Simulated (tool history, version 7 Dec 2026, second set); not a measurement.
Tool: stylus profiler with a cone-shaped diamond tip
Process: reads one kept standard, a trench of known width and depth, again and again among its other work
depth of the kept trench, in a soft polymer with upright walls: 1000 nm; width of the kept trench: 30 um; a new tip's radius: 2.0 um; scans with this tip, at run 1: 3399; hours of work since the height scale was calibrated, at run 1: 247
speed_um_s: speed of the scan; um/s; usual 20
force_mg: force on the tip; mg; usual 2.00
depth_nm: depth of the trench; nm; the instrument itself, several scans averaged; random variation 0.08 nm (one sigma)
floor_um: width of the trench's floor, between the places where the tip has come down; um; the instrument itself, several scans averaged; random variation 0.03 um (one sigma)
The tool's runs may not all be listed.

run     day  speed_um_s  force_mg  scans with this tip  hours of work since the height scale was calibrated  depth_nm  floor_um
  1   0.000          20      2.00                 3399                                                  247   1006.95     26.14
  2   0.604          20      2.00                 3546                                                  257   1007.02     26.12
  3   1.167           5      2.00                 3683                                                  267   1007.09     26.07
  4   1.525          20      2.38                 3770                                                  273   1007.79     26.11
  5   2.050          20      2.38                 3897                                                  283   1007.82     26.08
  6   2.654          17      2.00                 4044                                                  293   1006.88     26.10
  7   2.983          20      2.00                 4124                                                  299   1007.13     26.08
  8   3.600          20      2.00                 4273                                                  310   1006.99     26.05
  9   4.312          20      2.00                 4447                                                  323   1007.15     26.02
 10   4.975          20      2.78                 4608                                                  334   1008.75     26.08
 11   5.579          20      2.78                 4754                                                  345   1008.86     26.07
 12   6.292          20      2.78                 4928                                                  357   1008.84     25.98
 13   6.733          20      3.53                 5035                                                  365   1010.03     26.02
 14   7.062          20      1.68                 5115                                                  371   1006.41     26.00
 15   7.771          20      1.68                 5287                                                  383   1006.48     25.97
 16   8.083          20      1.68                 5363                                                  389   1006.43     25.98
 17   8.808          20      2.00                 5539                                                  402   1007.38     25.95
 18   9.529          20      2.00                 5714                                                  414   1007.19     25.94
 19  10.267          20      2.00                 5893                                                  427   1007.18     25.91
 20  10.571          20      2.00                 5967                                                  433   1007.33     25.94
 21  11.304          20      2.00                 6145                                                  446   1007.28     25.89
 22  12.038          20      2.00                 6324                                                  459   1007.35     25.87
 23  12.692          20      2.00                 6482                                                  470   1007.34     25.93
     12.775  -- height scale calibrated on a step standard
 24  13.267          36      2.00                 6616                                                    9   1007.57     25.83
 25  13.633          12      1.56                 6706                                                   15   1006.58     25.90
 26  14.379          17      1.26                 6888                                                   28   1006.00     25.85
 27  15.071          17      1.26                 7055                                                   40   1006.02     25.82
 28  15.775          40      4.87                 7226                                                   53   1012.97     25.78
 29  16.125          20      1.00                 7311                                                   59   1005.32     25.79
 30  16.450           8      2.00                 7391                                                   65   1007.67     25.82
     16.654  -- height scale calibrated on a step standard, once more
 31  16.779          17      4.85                 7465                                                    2   1011.54     25.83
 32  17.483          17      4.85                 7636                                                   15   1011.61     25.82
 33  18.154           6      1.15                 7799                                                   26   1004.38     25.83
 34  18.750           6      1.15                 7943                                                   37   1004.27     25.80
 35  19.200           6      1.15                 8053                                                   45   1004.41     25.83
 36  19.675          20      4.70                 8168                                                   53   1011.38     25.79
 37  20.333          20      4.70                 8328                                                   65   1011.36     25.75
 38  21.050          20      4.70                 8503                                                   77   1011.52     25.76
 39  21.758          15      3.85                 8674                                                   90   1009.95     25.75
 40  22.104          20      2.00                 8758                                                   96   1006.46     25.74
 41  22.588          20      1.20                 8876                                                  105   1004.51     25.76
 42  23.304          20      1.20                 9050                                                  117   1004.68     25.66
 43  23.767          20      1.20                 9162                                                  125   1004.56     25.71
 44  24.383          25      0.84                 9312                                                  136   1003.70     25.60
 45  24.858          25      0.84                 9427                                                  145   1003.69     25.61
 46  25.550           6      0.89                 9595                                                  157   1003.67     25.77
 47  26.200           6      0.89                 9754                                                  168   1003.89     25.68

Measured less the same run without the tool's hidden state. The same run-to-run variation is in both; the gauge's scatter may not be:
The hidden state here: radius of the tip, um; height scale over the true one, %; drift of the gauge itself on depth_nm, %; drift of the gauge itself on floor_um, %.
run  depth_nm  floor_um
  1     +0.51     -0.36
  2     +0.52     -0.37
  3     +0.53     -0.39
  4     +0.55     -0.39
  5     +0.56     -0.41
  6     +0.57     -0.41
  7     +0.58     -0.42
  8     +0.60     -0.43
  9     +0.61     -0.44
 10     +0.62     -0.45
 11     +0.64     -0.47
 12     +0.66     -0.48
 13     +0.68     -0.49
 14     +0.68     -0.49
 15     +0.71     -0.50
 16     +0.71     -0.51
 17     +0.73     -0.52
 18     +0.74     -0.53
 19     +0.76     -0.55
 20     +0.77     -0.55
 21     +0.79     -0.56
 22     +0.81     -0.58
 23     +0.82     -0.59
 24     +1.14     -0.60
 25     +1.16     -0.60
 26     +1.17     -0.62
 27     +1.18     -0.63
 28     +1.21     -0.64
 29     +1.21     -0.65
 30     +1.23     -0.66
 31     -0.15     -0.66
 32     -0.13     -0.66
 33     -0.12     -0.68
 34     -0.10     -0.69
 35     -0.09     -0.69
 36     -0.07     -0.70
 37     -0.06     -0.71
 38     -0.05     -0.72
 39     -0.03     -0.73
 40     -0.01     -0.74
 41     -0.01     -0.75
 42     +0.02     -0.77
 43     +0.03     -0.78
 44     +0.04     -0.78
 45     +0.05     -0.79
 46     +0.07     -0.80
 47     +0.09     -0.81

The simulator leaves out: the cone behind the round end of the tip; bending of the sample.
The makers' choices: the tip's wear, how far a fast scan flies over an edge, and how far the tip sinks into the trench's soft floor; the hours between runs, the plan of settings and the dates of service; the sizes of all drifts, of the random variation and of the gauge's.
